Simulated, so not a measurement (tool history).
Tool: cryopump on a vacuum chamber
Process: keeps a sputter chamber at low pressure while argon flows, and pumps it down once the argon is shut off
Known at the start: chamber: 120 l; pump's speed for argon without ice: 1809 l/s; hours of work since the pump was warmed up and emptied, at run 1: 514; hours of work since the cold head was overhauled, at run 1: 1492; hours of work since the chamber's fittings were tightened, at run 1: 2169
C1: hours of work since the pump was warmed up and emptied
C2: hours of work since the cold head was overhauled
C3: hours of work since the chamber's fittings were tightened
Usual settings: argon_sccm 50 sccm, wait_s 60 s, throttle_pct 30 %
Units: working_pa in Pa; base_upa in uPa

{"run": 1, "hour": 0.0, "argon_sccm": 50, "wait_s": 60, "throttle_pct": 30, "C1": 514, "C2": 1492, "C3": 2169, "working_pa": 0.1688, "base_upa": 2.08}
{"run": 2, "hour": 78.3, "argon_sccm": 50, "wait_s": 60, "throttle_pct": 30, "C1": 575, "C2": 1553, "C3": 2231, "working_pa": 0.1701, "base_upa": 2.1}
{"run": 3, "hour": 143.7, "argon_sccm": 50, "wait_s": 60, "throttle_pct": 30, "C1": 627, "C2": 1604, "C3": 2282, "working_pa": 0.1709, "base_upa": 2.07}
{"run": 4, "hour": 219.2, "argon_sccm": 50, "wait_s": 60, "throttle_pct": 30, "C1": 686, "C2": 1664, "C3": 2341, "working_pa": 0.1737, "base_upa": 2.19}
{"run": 5, "hour": 256.6, "argon_sccm": 28, "wait_s": 60, "throttle_pct": 30, "C1": 715, "C2": 1693, "C3": 2370, "working_pa": 0.0965, "base_upa": 2.27}
{"run": 6, "hour": 314.2, "argon_sccm": 28, "wait_s": 60, "throttle_pct": 30, "C1": 760, "C2": 1738, "C3": 2415, "working_pa": 0.0981, "base_upa": 2.24}
{"run": 7, "hour": 356.3, "argon_sccm": 28, "wait_s": 60, "throttle_pct": 30, "C1": 793, "C2": 1771, "C3": 2448, "working_pa": 0.0996, "base_upa": 2.26}
{"run": 8, "hour": 405.3, "argon_sccm": 28, "wait_s": 60, "throttle_pct": 30, "C1": 831, "C2": 1809, "C3": 2487, "working_pa": 0.1, "base_upa": 2.28}
{"run": 9, "hour": 486.4, "argon_sccm": 50, "wait_s": 60, "throttle_pct": 30, "C1": 895, "C2": 1873, "C3": 2550, "working_pa": 0.1801, "base_upa": 2.41}
{"run": 10, "hour": 534.5, "argon_sccm": 50, "wait_s": 60, "throttle_pct": 30, "C1": 933, "C2": 1910, "C3": 2588, "working_pa": 0.1832, "base_upa": 2.46}
{"hour": 585.7, "done": "pump warmed up, emptied and cooled again"}
{"run": 11, "hour": 602.3, "argon_sccm": 45, "wait_s": 60, "throttle_pct": 30, "C1": 13, "C2": 1960, "C3": 2637, "working_pa": 0.1411, "base_upa": 2.04}

Forecast run 12:
{"run": 12, "hour": 669.3, "argon_sccm": 24, "wait_s": 166, "throttle_pct": 41, "C1": 65, "C2": 2012, "C3": 2690, "working_pa": "?", "base_upa": "?"}

{"run 12": {"working_pa": 0.0563, "base_upa": 1.25}}
Without the tool's hidden state the same run would have given working_pa 0.0552 Pa, base_upa 0.63 uPa.

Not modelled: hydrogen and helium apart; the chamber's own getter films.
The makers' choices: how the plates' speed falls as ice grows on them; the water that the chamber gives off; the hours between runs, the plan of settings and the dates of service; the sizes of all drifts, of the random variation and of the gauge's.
